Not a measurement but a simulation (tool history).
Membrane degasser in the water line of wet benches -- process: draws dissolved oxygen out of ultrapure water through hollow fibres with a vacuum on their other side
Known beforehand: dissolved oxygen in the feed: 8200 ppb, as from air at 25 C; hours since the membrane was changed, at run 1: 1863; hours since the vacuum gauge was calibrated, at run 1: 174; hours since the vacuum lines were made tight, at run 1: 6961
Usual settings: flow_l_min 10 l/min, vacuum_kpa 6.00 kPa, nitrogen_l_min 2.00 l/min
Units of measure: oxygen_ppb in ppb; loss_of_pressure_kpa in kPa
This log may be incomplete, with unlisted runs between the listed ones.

run,hour,flow_l_min,vacuum_kpa,nitrogen_l_min,hours since the membrane was changed,hours since the vacuum gauge was calibrated,hours since the vacuum lines were made tight,oxygen_ppb,loss_of_pressure_kpa
1,0.0,10,6.00,2.00,1863,174,6961,78.6,66.99
2,93.4,10,6.00,2.00,1956,267,7054,78.8,67.15
3,167.3,10,4.85,2.00,2030,341,7128,63.9,67.13
4,236.1,10,4.85,2.00,2099,410,7197,64.4,66.85
5,275.3,10,4.85,2.00,2138,449,7236,65.1,67.24
6,342.8,13,6.00,2.00,2206,516,7304,162.3,86.84
7,419.3,8,6.00,2.00,2282,593,7380,43.0,53.34
8,499.8,8,6.00,2.00,2363,673,7461,43.8,53.60
9,547.5,8,6.00,2.00,2410,721,7508,43.6,53.62
10,639.9,8,6.00,2.00,2503,813,7601,43.9,53.25
11,725.8,8,6.00,2.00,2589,899,7686,44.1,53.28
# hour 772.9: seals of the vacuum lines changed
12,779.9,8,6.00,2.00,2641,952,7,43.9,53.39
13,829.0,8,6.00,2.00,2690,1001,56,43.5,53.45
14,896.8,10,6.00,2.00,2758,1068,124,79.0,66.91
15,969.9,7,6.00,2.00,2831,1141,197,32.1,46.66
16,1033.9,7,6.00,2.00,2895,1206,261,31.6,46.47
17,1128.6,14,6.00,2.00,2990,1300,356,196.9,93.47
18,1211.0,6,10.77,1.01,3072,1383,438,111.4,39.98
19,1269.7,10,6.00,1.23,3131,1441,497,99.7,66.26
20,1349.5,10,6.00,1.23,3210,1521,577,99.5,65.84
21,1404.8,6,5.59,1.23,3266,1576,632,32.5,39.69
22,1479.2,13,8.03,4.96,3340,1651,706,149.6,86.51
23,1520.5,8,4.96,1.93,3381,1692,748,34.4,53.32
24,1575.3,10,8.27,2.00,3436,1747,802,105.7,66.48
25,1633.4,9,6.00,2.00,3494,1805,861,58.7,59.54
26,1706.8,8,4.92,2.00,3568,1878,934,33.6,53.14
27,1747.1,8,4.92,2.00,3608,1919,974,33.0,53.14
28,1832.0,8,4.92,2.00,3693,2004,1059,32.8,52.69
29,1880.9,10,7.60,2.26,3742,2052,1108,91.0,65.79
30,1950.6,10,6.00,2.11,3812,2122,1178,75.0,65.71
31,1997.3,7,12.14,1.02,3858,2169,1224,154.8,46.32
32,2065.4,7,4.18,1.32,3926,2237,1293,21.2,46.32

Predict each of these 4 candidate next runs independently; none follows another, all start after run 32:
A,2122.0,12,5.69,0.82,3983,2294,1349,?,?
B,2122.0,14,6.00,2.98,3983,2294,1349,?,?
C,2122.0,6,4.88,2.14,3983,2294,1349,?,?
D,2122.0,8,6.00,4.40,3983,2294,1349,?,?

run,oxygen_ppb,loss_of_pressure_kpa
A,172.7,78.66
B,178.7,92.34
C,15.5,39.66
D,28.8,52.24
What these runs would have given with no unlogged condition in the tool:
run,oxygen_ppb,loss_of_pressure_kpa
A,172.5,80.20
B,178.4,94.15
C,15.4,40.43
D,28.7,53.27
